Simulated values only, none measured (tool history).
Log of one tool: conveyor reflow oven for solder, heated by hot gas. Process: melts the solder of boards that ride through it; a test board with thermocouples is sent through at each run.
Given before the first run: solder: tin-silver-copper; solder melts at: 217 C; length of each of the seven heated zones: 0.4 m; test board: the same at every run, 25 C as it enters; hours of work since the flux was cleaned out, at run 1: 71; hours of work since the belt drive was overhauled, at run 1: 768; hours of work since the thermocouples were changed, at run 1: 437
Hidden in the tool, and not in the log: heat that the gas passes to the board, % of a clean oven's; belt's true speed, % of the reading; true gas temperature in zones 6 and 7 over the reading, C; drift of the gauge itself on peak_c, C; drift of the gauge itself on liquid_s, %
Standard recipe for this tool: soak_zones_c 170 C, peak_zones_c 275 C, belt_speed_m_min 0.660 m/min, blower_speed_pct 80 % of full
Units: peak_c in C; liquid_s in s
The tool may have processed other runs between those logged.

run	hour	soak_zones_c	peak_zones_c	belt_speed_m_min	blower_speed_pct	hours of work since the flux was cleaned out	hours of work since the belt drive was overhauled	hours of work since the thermocouples were changed	peak_c	liquid_s
1	0.0	170	275	0.660	80	71	768	437	260.4	58.5
2	38.0	170	286	0.660	80	95	792	462	269.6	63.3
3	105.3	170	286	0.660	80	138	836	505	269.4	62.9
4	138.3	170	275	0.660	65	160	857	526	254.5	54.8
5	208.2	170	275	0.660	65	204	901	571	254.7	54.8
# hour 220.2: flux residue cleaned out of gas plates and filters
6	254.0	170	275	0.660	65	22	928	597	255.9	56.3
7	291.9	170	275	0.660	65	46	952	621	256.0	55.8
8	326.7	167	275	0.660	71	68	974	644	256.4	55.9

What does the tool deliver on the next run?
9	368.7	157	264	0.552	75	95	1001	671	?	?

peak_c: 251.5 C
liquid_s: 61.9 s
The same run, on a tool lacking any hidden state, would have yielded peak_c 254.0 C, liquid_s 63.2 s.

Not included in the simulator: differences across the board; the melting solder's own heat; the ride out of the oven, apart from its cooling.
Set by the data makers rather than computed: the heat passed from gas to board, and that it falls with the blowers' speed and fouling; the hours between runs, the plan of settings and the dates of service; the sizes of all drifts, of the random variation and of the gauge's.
